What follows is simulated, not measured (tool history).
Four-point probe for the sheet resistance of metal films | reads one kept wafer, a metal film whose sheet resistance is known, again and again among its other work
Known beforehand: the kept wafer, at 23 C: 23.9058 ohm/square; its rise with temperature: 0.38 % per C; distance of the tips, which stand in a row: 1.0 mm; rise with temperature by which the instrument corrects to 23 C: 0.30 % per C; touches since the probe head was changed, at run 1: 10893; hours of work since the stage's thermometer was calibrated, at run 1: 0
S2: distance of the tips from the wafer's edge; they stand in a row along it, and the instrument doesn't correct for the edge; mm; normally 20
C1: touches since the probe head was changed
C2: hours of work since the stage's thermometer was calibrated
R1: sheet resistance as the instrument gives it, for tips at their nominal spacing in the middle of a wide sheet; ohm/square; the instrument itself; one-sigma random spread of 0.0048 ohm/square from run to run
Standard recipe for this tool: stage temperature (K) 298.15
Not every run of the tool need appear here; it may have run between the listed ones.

Run 1, day 0.000: usual settings; C1 10893; C2 0. Result: R1 23.992972 ohm/square.
Run 2, day 1.608: usual settings; C1 12276; C2 18. Result: R1 23.989623 ohm/square.
Run 3, day 3.458: usual settings; C1 13863; C2 39. Result: R1 23.985389 ohm/square.
Run 4, day 5.012: usual settings; C1 15199; C2 56. Result: R1 23.977497 ohm/square.
Run 5, day 7.425: usual settings; C1 17272; C2 84. Result: R1 23.978436 ohm/square.
Run 6, day 9.400: usual settings; C1 18969; C2 106. Result: R1 23.969918 ohm/square.
Run 7, day 12.508: usual settings but stage temperature (K) 292.15; C1 21641; C2 141. Result: R1 23.838111 ohm/square.
Run 8, day 14.038: usual settings but stage temperature (K) 292.15; C1 22955; C2 158. Result: R1 23.837675 ohm/square.
Run 9, day 16.492: usual settings but S2 6 mm; C1 25065; C2 186. Result: R1 24.276836 ohm/square.
Run 10, day 18.183: usual settings but S2 6 mm; C1 26518; C2 205. Result: R1 24.283209 ohm/square.
Run 11, day 19.658: usual settings but S2 6 mm; C1 27784; C2 221. Result: R1 24.278476 ohm/square.
Run 12, day 22.104: usual settings but stage temperature (K) 301.15, S2 6 mm; C1 29886; C2 249. Result: R1 24.336656 ohm/square.
Run 13, day 25.325: usual settings but stage temperature (K) 301.15, S2 6 mm; C1 32655; C2 285. Result: R1 24.334267 ohm/square.
Run 14, day 27.812: usual settings; C1 34793; C2 313. Result: R1 23.941581 ohm/square.
Run 15, day 30.454: usual settings; C1 37063; C2 343. Result: R1 23.936679 ohm/square.
Run 16, day 33.554: usual settings; C1 39728; C2 378. Result: R1 23.928890 ohm/square.
Run 17, day 36.183: usual settings; C1 41984; C2 407. Result: R1 23.922952 ohm/square.
Run 18, day 38.508: usual settings; C1 43984; C2 434. Result: R1 23.925374 ohm/square.
Run 19, day 41.833: usual settings but stage temperature (K) 303.15; C1 46840; C2 471. Result: R1 24.026183 ohm/square.
Run 20, day 43.721: usual settings but S2 30 mm; C1 48461; C2 492. Result: R1 23.894426 ohm/square.
Run 21, day 46.812: usual settings but stage temperature (K) 293.15, S2 41 mm; C1 51120; C2 527. Result: R1 23.777640 ohm/square.
Run 22, day 49.883: usual settings but stage temperature (K) 293.15, S2 41 mm; C1 53758; C2 562. Result: R1 23.775826 ohm/square.
Run 23, day 52.762: usual settings; C1 56231; C2 594. Result: R1 23.894086 ohm/square.
Run 24, day 55.933: usual settings but stage temperature (K) 294.15, S2 7 mm; C1 58956; C2 630. Result: R1 24.037397 ohm/square.
Run 25, day 57.900: usual settings but stage temperature (K) 291.15, S2 34 mm; C1 60645; C2 652. Result: R1 23.711610 ohm/square.
Run 26, day 59.258: usual settings but stage temperature (K) 292.15, S2 5 mm; C1 61813; C2 667. Result: R1 24.221316 ohm/square.
Run 27, day 62.442: usual settings but stage temperature (K) 297.15, S2 5 mm; C1 64549; C2 703. Result: R1 24.332186 ohm/square.
Run 28, day 64.588: usual settings but stage temperature (K) 291.15, S2 4 mm; C1 66392; C2 727. Result: R1 24.466871 ohm/square.
Run 29, day 66.771: usual settings but S2 66 mm; C1 68270; C2 752. Result: R1 23.839042 ohm/square.
Run 30, day 68.646: usual settings but S2 11 mm; C1 69881; C2 773. Result: R1 23.942362 ohm/square.
Run 31, day 71.712: usual settings but stage temperature (K) 293.15, S2 6 mm; C1 72516; C2 808. Result: R1 24.079580 ohm/square.
Run 32, day 74.600: usual settings but stage temperature (K) 303.15, S2 19 mm; C1 74996; C2 840. Result: R1 23.964159 ohm/square.
Run 33, day 77.346: usual settings but stage temperature (K) 303.15, S2 19 mm; C1 77355; C2 871. Result: R1 23.959816 ohm/square.
Run 34, day 79.571: usual settings but stage temperature (K) 300.15, S2 30 mm; C1 79270; C2 896. Result: R1 23.864540 ohm/square.
Run 35, day 81.925: usual settings but stage temperature (K) 293.15, S2 9 mm; C1 81292; C2 923. Result: R1 23.872200 ohm/square.
Run 36, day 84.383: usual settings but S2 30 mm; C1 83404; C2 950. Result: R1 23.821620 ohm/square.
Run 37, day 86.746: usual settings but S2 30 mm; C1 85434; C2 977. Result: R1 23.818110 ohm/square.

Per-run results on a tool with no hidden state, each run keeping its own random variation:
The tool's hidden condition here consists of: inner tips' distance over the nominal, %; tips' flats over new ones', %; wafer's true temperature over the reading, C; drift of the gauge itself on sheet_ohm, %.
run         R1
  1  23.982220
  2  23.981836
  3  23.981021
  4  23.976019
  5  23.981047
  6  23.976288
  7  23.850103
  8  23.852319
  9  24.296047
 10  24.305578
 11  24.303748
 12  24.366154
 13  24.369316
 14  23.980473
 15  23.980000
 16  23.978324
 17  23.977094
 18  23.983604
 19  24.090772
 20  23.962033
 21  23.850420
 22  23.853799
 23  23.977207
 24  24.126864
 25  23.803740
 26  24.317605
 27  24.434730
 28  24.573911
 29  23.947097
 30  24.053910
 31  24.198052
 32  24.086522
 33  24.087041
 34  23.995206
 35  24.007523
 36  23.960721
 37  23.961732
